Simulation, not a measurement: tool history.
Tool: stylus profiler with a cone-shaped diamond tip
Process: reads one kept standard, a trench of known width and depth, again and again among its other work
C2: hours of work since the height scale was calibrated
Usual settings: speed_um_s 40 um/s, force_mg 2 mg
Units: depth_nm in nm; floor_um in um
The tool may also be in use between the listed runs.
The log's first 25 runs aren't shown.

{"run": 26, "hour": 1209.8, "speed_um_s": 99, "force_mg": 3.52, "scans with this tip": 12850, "C2": 231, "depth_nm": 1010.89, "floor_um": 95.6}
{"run": 27, "hour": 1263.6, "speed_um_s": 99, "force_mg": 3.52, "scans with this tip": 13158, "C2": 267, "depth_nm": 1010.4, "floor_um": 95.61}
{"run": 28, "hour": 1332.6, "speed_um_s": 99, "force_mg": 3.52, "scans with this tip": 13553, "C2": 312, "depth_nm": 1009.9, "floor_um": 95.57}
{"run": 29, "hour": 1369.8, "speed_um_s": 66, "force_mg": 5.58, "scans with this tip": 13765, "C2": 336, "depth_nm": 1014.39, "floor_um": 95.76}
{"run": 30, "hour": 1414.8, "speed_um_s": 30, "force_mg": 1.9, "scans with this tip": 14023, "C2": 365, "depth_nm": 1006.61, "floor_um": 95.79}
{"run": 31, "hour": 1449.3, "speed_um_s": 19, "force_mg": 2.57, "scans with this tip": 14220, "C2": 388, "depth_nm": 1008.53, "floor_um": 95.89}
{"run": 32, "hour": 1508.6, "speed_um_s": 79, "force_mg": 3.08, "scans with this tip": 14559, "C2": 427, "depth_nm": 1009.36, "floor_um": 95.61}
{"run": 33, "hour": 1574.5, "speed_um_s": 17, "force_mg": 0.81, "scans with this tip": 14936, "C2": 470, "depth_nm": 1003.47, "floor_um": 95.81}
{"run": 34, "hour": 1630.0, "speed_um_s": 17, "force_mg": 0.81, "scans with this tip": 15253, "C2": 506, "depth_nm": 1003.89, "floor_um": 95.77}
{"run": 35, "hour": 1681.1, "speed_um_s": 18, "force_mg": 2, "scans with this tip": 15545, "C2": 539, "depth_nm": 1006.97, "floor_um": 95.89}
{"run": 36, "hour": 1723.4, "speed_um_s": 18, "force_mg": 2, "scans with this tip": 15787, "C2": 567, "depth_nm": 1007.23, "floor_um": 95.86}
{"run": 37, "hour": 1776.0, "speed_um_s": 14, "force_mg": 2.34, "scans with this tip": 16088, "C2": 601, "depth_nm": 1007.9, "floor_um": 95.93}
{"run": 38, "hour": 1846.1, "speed_um_s": 14, "force_mg": 0.74, "scans with this tip": 16489, "C2": 647, "depth_nm": 1003.39, "floor_um": 95.8}
{"run": 39, "hour": 1900.2, "speed_um_s": 14, "force_mg": 0.74, "scans with this tip": 16799, "C2": 683, "depth_nm": 1003.71, "floor_um": 95.84}
{"run": 40, "hour": 1969.9, "speed_um_s": 84, "force_mg": 2.76, "scans with this tip": 17197, "C2": 728, "depth_nm": 1009, "floor_um": 95.57}
{"run": 41, "hour": 2020.2, "speed_um_s": 84, "force_mg": 2.76, "scans with this tip": 17484, "C2": 761, "depth_nm": 1008.46, "floor_um": 95.59}
{"run": 42, "hour": 2058.7, "speed_um_s": 40, "force_mg": 4, "scans with this tip": 17705, "C2": 786, "depth_nm": 1011, "floor_um": 95.82}
{"hour": 2100.1, "done": "new tip fitted, height scale calibrated"}
{"run": 43, "hour": 2101.5, "speed_um_s": 23, "force_mg": 1.62, "scans with this tip": 8, "C2": 1, "depth_nm": 1006.16, "floor_um": 95.83}

Forecast each of these 4 alternatives for the next run:
{"run": "A", "hour": 2161.2, "speed_um_s": 45, "force_mg": 2, "scans with this tip": 349, "C2": 40, "depth_nm": "?", "floor_um": "?"}
{"run": "B", "hour": 2161.2, "speed_um_s": 71, "force_mg": 2, "scans with this tip": 349, "C2": 40, "depth_nm": "?", "floor_um": "?"}
{"run": "C", "hour": 2161.2, "speed_um_s": 57, "force_mg": 0.77, "scans with this tip": 349, "C2": 40, "depth_nm": "?", "floor_um": "?"}
{"run": "D", "hour": 2161.2, "speed_um_s": 23, "force_mg": 1.58, "scans with this tip": 349, "C2": 40, "depth_nm": "?", "floor_um": "?"}

run=A depth_nm=1007.05 floor_um=95.75
run=B depth_nm=1007.17 floor_um=95.64
run=C depth_nm=1003.6 floor_um=95.52
run=D depth_nm=1005.91 floor_um=95.82
Without the tool's hidden state the same runs would have given:
run=A depth_nm=1007.04 floor_um=95.75
run=B depth_nm=1007.17 floor_um=95.64
run=C depth_nm=1003.59 floor_um=95.52
run=D depth_nm=1005.91 floor_um=95.82

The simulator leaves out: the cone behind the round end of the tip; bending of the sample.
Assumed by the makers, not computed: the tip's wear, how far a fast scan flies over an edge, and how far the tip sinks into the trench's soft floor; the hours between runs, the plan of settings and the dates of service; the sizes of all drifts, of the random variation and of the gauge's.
